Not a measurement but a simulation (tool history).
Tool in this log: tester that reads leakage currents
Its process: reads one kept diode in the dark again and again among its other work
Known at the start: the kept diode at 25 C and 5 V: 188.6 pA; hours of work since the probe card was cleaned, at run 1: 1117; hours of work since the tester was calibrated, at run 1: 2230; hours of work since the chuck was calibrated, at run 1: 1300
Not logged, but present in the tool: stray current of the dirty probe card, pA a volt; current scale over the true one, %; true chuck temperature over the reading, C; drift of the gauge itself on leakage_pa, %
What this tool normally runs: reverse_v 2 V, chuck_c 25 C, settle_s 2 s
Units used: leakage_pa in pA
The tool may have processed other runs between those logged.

| run | day | reverse_v | chuck_c | settle_s | hours of work since the probe card was cleaned | hours of work since the tester was calibrated | hours of work since the chuck was calibrated | leakage_pa |
|---|---|---|---|---|---|---|---|---|
| 1 | 0 | 2 | 25 | 2 | 1117 | 2230 | 1300 | 138.51 |
| 2 | 8.2 | 2 | 25 | 2 | 1208 | 2321 | 1391 | 139.98 |
| 3 | 17.275 | 2 | 25 | 2 | 1308 | 2422 | 1492 | 140.95 |
| 4 | 23.388 | 2 | 25 | 2 | 1376 | 2490 | 1560 | 141.02 |
| 5 | 28.325 | 2 | 25 | 2 | 1431 | 2545 | 1614 | 141.91 |
| 6 | 35.104 | 2 | 25 | 2 | 1506 | 2620 | 1690 | 142.34 |
| 7 | 41.475 | 2.68 | 30 | 0.93 | 1577 | 2690 | 1760 | 235.92 |
|  | 47.062 | probe card cleaned and baked |
| 8 | 47.754 | 8.66 | 20 | 2.58 | 8 | 2759 | 1829 | 177.31 |
| 9 | 55.079 | 8.66 | 20 | 2.58 | 89 | 2840 | 1910 | 178.46 |
| 10 | 59.846 | 8.66 | 20 | 2.58 | 142 | 2893 | 1963 | 181.05 |
| 11 | 64.025 | 1.33 | 49 | 1.43 | 188 | 2939 | 2009 | 658.66 |

Branching from run 11: 3 alternative next runs. What would each branch give?
| A | 72.496 | 2.75 | 22 | 1.43 | 282 | 3033 | 2103 | ? |
| B | 72.496 | 6.85 | 43 | 0.43 | 282 | 3033 | 2103 | ? |
| C | 72.496 | 1.04 | 33 | 0.91 | 282 | 3033 | 2103 | ? |

| run | leakage_pa |
|---|---|
| A | 130.95 |
| B | 881.46 |
| C | 197.38 |
Stripped of hidden state, with their random variation kept, the same runs would have yielded:
| run | leakage_pa |
|---|---|
| A | 116.7 |
| B | 801.35 |
| C | 178.22 |

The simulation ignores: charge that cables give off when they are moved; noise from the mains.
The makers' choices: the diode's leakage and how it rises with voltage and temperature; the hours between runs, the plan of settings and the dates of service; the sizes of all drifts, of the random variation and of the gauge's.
